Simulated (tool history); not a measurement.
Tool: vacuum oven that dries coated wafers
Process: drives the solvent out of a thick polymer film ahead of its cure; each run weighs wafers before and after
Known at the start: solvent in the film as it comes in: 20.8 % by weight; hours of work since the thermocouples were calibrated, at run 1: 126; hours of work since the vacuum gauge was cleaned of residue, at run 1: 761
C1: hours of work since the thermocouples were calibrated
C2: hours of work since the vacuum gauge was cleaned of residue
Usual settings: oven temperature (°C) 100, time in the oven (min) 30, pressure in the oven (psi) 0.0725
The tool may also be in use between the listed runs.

run 1 day=0.000 | oven_temperature_(°C)=100 time_in_the_oven_(min)=30 pressure_in_the_oven_(psi)=0.0725 | C1=126 C2=761 | solvent_left_in_the_film_(%)=1.29
run 2 day=3.829 | oven_temperature_(°C)=100 time_in_the_oven_(min)=30 pressure_in_the_oven_(psi)=0.0725 | C1=186 C2=821 | solvent_left_in_the_film_(%)=1.25
run 3 day=6.929 | oven_temperature_(°C)=100 time_in_the_oven_(min)=15 pressure_in_the_oven_(psi)=0.0725 | C1=234 C2=869 | solvent_left_in_the_film_(%)=4.13
run 4 day=10.675 | oven_temperature_(°C)=100 time_in_the_oven_(min)=15 pressure_in_the_oven_(psi)=0.0725 | C1=293 C2=928 | solvent_left_in_the_film_(%)=4.13
run 5 day=12.708 | oven_temperature_(°C)=100 time_in_the_oven_(min)=30 pressure_in_the_oven_(psi)=0.0725 | C1=325 C2=960 | solvent_left_in_the_film_(%)=1.22
run 6 day=14.996 | oven_temperature_(°C)=103 time_in_the_oven_(min)=30 pressure_in_the_oven_(psi)=0.0725 | C1=361 C2=996 | solvent_left_in_the_film_(%)=0.71
run 7 day=18.604 | oven_temperature_(°C)=100 time_in_the_oven_(min)=30 pressure_in_the_oven_(psi)=0.0725 | C1=417 C2=1052 | solvent_left_in_the_film_(%)=1.20
run 8 day=21.450 | oven_temperature_(°C)=100 time_in_the_oven_(min)=30 pressure_in_the_oven_(psi)=0.0725 | C1=462 C2=1097 | solvent_left_in_the_film_(%)=1.21
run 9 day=25.075 | oven_temperature_(°C)=100 time_in_the_oven_(min)=30 pressure_in_the_oven_(psi)=0.0725 | C1=519 C2=1154 | solvent_left_in_the_film_(%)=1.19
run 10 day=28.362 | oven_temperature_(°C)=100 time_in_the_oven_(min)=30 pressure_in_the_oven_(psi)=0.0725 | C1=570 C2=1206 | solvent_left_in_the_film_(%)=1.17
-- day=29.267 vacuum gauge cleaned of residue and calibrated
run 11 day=30.462 | oven_temperature_(°C)=100 time_in_the_oven_(min)=30 pressure_in_the_oven_(psi)=0.0725 | C1=602 C2=19 | solvent_left_in_the_film_(%)=1.20
-- day=32.058 oven's thermocouples calibrated
run 12 day=33.233 | oven_temperature_(°C)=86 time_in_the_oven_(min)=30 pressure_in_the_oven_(psi)=0.0725 | C1=18 C2=61 | solvent_left_in_the_film_(%)=6.52
run 13 day=35.238 | oven_temperature_(°C)=100 time_in_the_oven_(min)=30 pressure_in_the_oven_(psi)=0.0725 | C1=50 C2=92 | solvent_left_in_the_film_(%)=1.38
run 14 day=37.433 | oven_temperature_(°C)=100 time_in_the_oven_(min)=16 pressure_in_the_oven_(psi)=0.0725 | C1=84 C2=127 | solvent_left_in_the_film_(%)=4.08
run 15 day=41.538 | oven_temperature_(°C)=100 time_in_the_oven_(min)=16 pressure_in_the_oven_(psi)=0.0725 | C1=149 C2=191 | solvent_left_in_the_film_(%)=4.04
run 16 day=43.442 | oven_temperature_(°C)=100 time_in_the_oven_(min)=16 pressure_in_the_oven_(psi)=0.0725 | C1=179 C2=221 | solvent_left_in_the_film_(%)=3.99
run 17 day=45.417 | oven_temperature_(°C)=100 time_in_the_oven_(min)=16 pressure_in_the_oven_(psi)=0.0725 | C1=210 C2=252 | solvent_left_in_the_film_(%)=3.98
-- day=47.788 vacuum gauge cleaned of residue and calibrated, once more
run 18 day=48.767 | oven_temperature_(°C)=100 time_in_the_oven_(min)=30 pressure_in_the_oven_(psi)=0.0725 | C1=261 C2=15 | solvent_left_in_the_film_(%)=1.18
run 19 day=51.608 | oven_temperature_(°C)=100 time_in_the_oven_(min)=30 pressure_in_the_oven_(psi)=0.0725 | C1=306 C2=60 | solvent_left_in_the_film_(%)=1.20
run 20 day=54.379 | oven_temperature_(°C)=100 time_in_the_oven_(min)=30 pressure_in_the_oven_(psi)=0.0725 | C1=349 C2=103 | solvent_left_in_the_film_(%)=1.15
run 21 day=56.738 | oven_temperature_(°C)=99 time_in_the_oven_(min)=53 pressure_in_the_oven_(psi)=0.1120 | C1=386 C2=140 | solvent_left_in_the_film_(%)=0.57
run 22 day=59.654 | oven_temperature_(°C)=99 time_in_the_oven_(min)=53 pressure_in_the_oven_(psi)=0.1120 | C1=432 C2=186 | solvent_left_in_the_film_(%)=0.54
run 23 day=61.954 | oven_temperature_(°C)=99 time_in_the_oven_(min)=53 pressure_in_the_oven_(psi)=0.1120 | C1=468 C2=222 | solvent_left_in_the_film_(%)=0.59
run 24 day=65.983 | oven_temperature_(°C)=99 time_in_the_oven_(min)=53 pressure_in_the_oven_(psi)=0.1120 | C1=531 C2=285 | solvent_left_in_the_film_(%)=0.56
run 25 day=69.071 | oven_temperature_(°C)=109 time_in_the_oven_(min)=23 pressure_in_the_oven_(psi)=0.1120 | C1=580 C2=334 | solvent_left_in_the_film_(%)=0.56
run 26 day=71.412 | oven_temperature_(°C)=109 time_in_the_oven_(min)=23 pressure_in_the_oven_(psi)=0.1120 | C1=616 C2=371 | solvent_left_in_the_film_(%)=0.59
-- day=71.896 oven's thermocouples calibrated
run 27 day=73.508 | oven_temperature_(°C)=100 time_in_the_oven_(min)=16 pressure_in_the_oven_(psi)=0.0376 | C1=25 C2=402 | solvent_left_in_the_film_(%)=3.86
run 28 day=76.125 | oven_temperature_(°C)=96 time_in_the_oven_(min)=16 pressure_in_the_oven_(psi)=0.0376 | C1=66 C2=443 | solvent_left_in_the_film_(%)=5.52
run 29 day=78.179 | oven_temperature_(°C)=96 time_in_the_oven_(min)=16 pressure_in_the_oven_(psi)=0.0376 | C1=99 C2=475 | solvent_left_in_the_film_(%)=5.40
run 30 day=79.946 | oven_temperature_(°C)=113 time_in_the_oven_(min)=48 pressure_in_the_oven_(psi)=0.0579 | C1=126 C2=503 | solvent_left_in_the_film_(%)=0.25
run 31 day=82.767 | oven_temperature_(°C)=108 time_in_the_oven_(min)=18 pressure_in_the_oven_(psi)=0.0725 | C1=171 C2=547 | solvent_left_in_the_film_(%)=1.08
run 32 day=86.262 | oven_temperature_(°C)=113 time_in_the_oven_(min)=29 pressure_in_the_oven_(psi)=0.1700 | C1=225 C2=602 | solvent_left_in_the_film_(%)=0.48
run 33 day=90.521 | oven_temperature_(°C)=100 time_in_the_oven_(min)=30 pressure_in_the_oven_(psi)=0.1014 | C1=292 C2=669 | solvent_left_in_the_film_(%)=1.32
run 34 day=92.754 | oven_temperature_(°C)=100 time_in_the_oven_(min)=24 pressure_in_the_oven_(psi)=0.0725 | C1=327 C2=704 | solvent_left_in_the_film_(%)=1.86
run 35 day=95.221 | oven_temperature_(°C)=95 time_in_the_oven_(min)=22 pressure_in_the_oven_(psi)=0.0577 | C1=366 C2=743 | solvent_left_in_the_film_(%)=3.93
run 36 day=97.429 | oven_temperature_(°C)=101 time_in_the_oven_(min)=22 pressure_in_the_oven_(psi)=0.0725 | C1=400 C2=777 | solvent_left_in_the_film_(%)=1.95
run 37 day=100.833 | oven_temperature_(°C)=101 time_in_the_oven_(min)=22 pressure_in_the_oven_(psi)=0.0725 | C1=454 C2=831 | solvent_left_in_the_film_(%)=1.97

Forecast each of these 5 alternatives for the next run:
run A day=103.129 | oven_temperature_(°C)=113 time_in_the_oven_(min)=30 pressure_in_the_oven_(psi)=0.0921 | C1=490 C2=867 | solvent_left_in_the_film_(%)=?
run B day=103.129 | oven_temperature_(°C)=92 time_in_the_oven_(min)=20 pressure_in_the_oven_(psi)=0.0619 | C1=490 C2=867 | solvent_left_in_the_film_(%)=?
run C day=103.129 | oven_temperature_(°C)=100 time_in_the_oven_(min)=29 pressure_in_the_oven_(psi)=0.0725 | C1=490 C2=867 | solvent_left_in_the_film_(%)=?
run D day=103.129 | oven_temperature_(°C)=101 time_in_the_oven_(min)=36 pressure_in_the_oven_(psi)=0.0725 | C1=490 C2=867 | solvent_left_in_the_film_(%)=?
run E day=103.129 | oven_temperature_(°C)=101 time_in_the_oven_(min)=19 pressure_in_the_oven_(psi)=0.1331 | C1=490 C2=867 | solvent_left_in_the_film_(%)=?

run=A solvent_left_in_the_film_(%)=0.22
run=B solvent_left_in_the_film_(%)=5.71
run=C solvent_left_in_the_film_(%)=1.28
run=D solvent_left_in_the_film_(%)=0.69
run=E solvent_left_in_the_film_(%)=2.74
Without the tool's hidden state the same runs would have given:
run=A solvent_left_in_the_film_(%)=0.19
run=B solvent_left_in_the_film_(%)=6.16
run=C solvent_left_in_the_film_(%)=1.45
run=D solvent_left_in_the_film_(%)=0.76
run=E solvent_left_in_the_film_(%)=3.06

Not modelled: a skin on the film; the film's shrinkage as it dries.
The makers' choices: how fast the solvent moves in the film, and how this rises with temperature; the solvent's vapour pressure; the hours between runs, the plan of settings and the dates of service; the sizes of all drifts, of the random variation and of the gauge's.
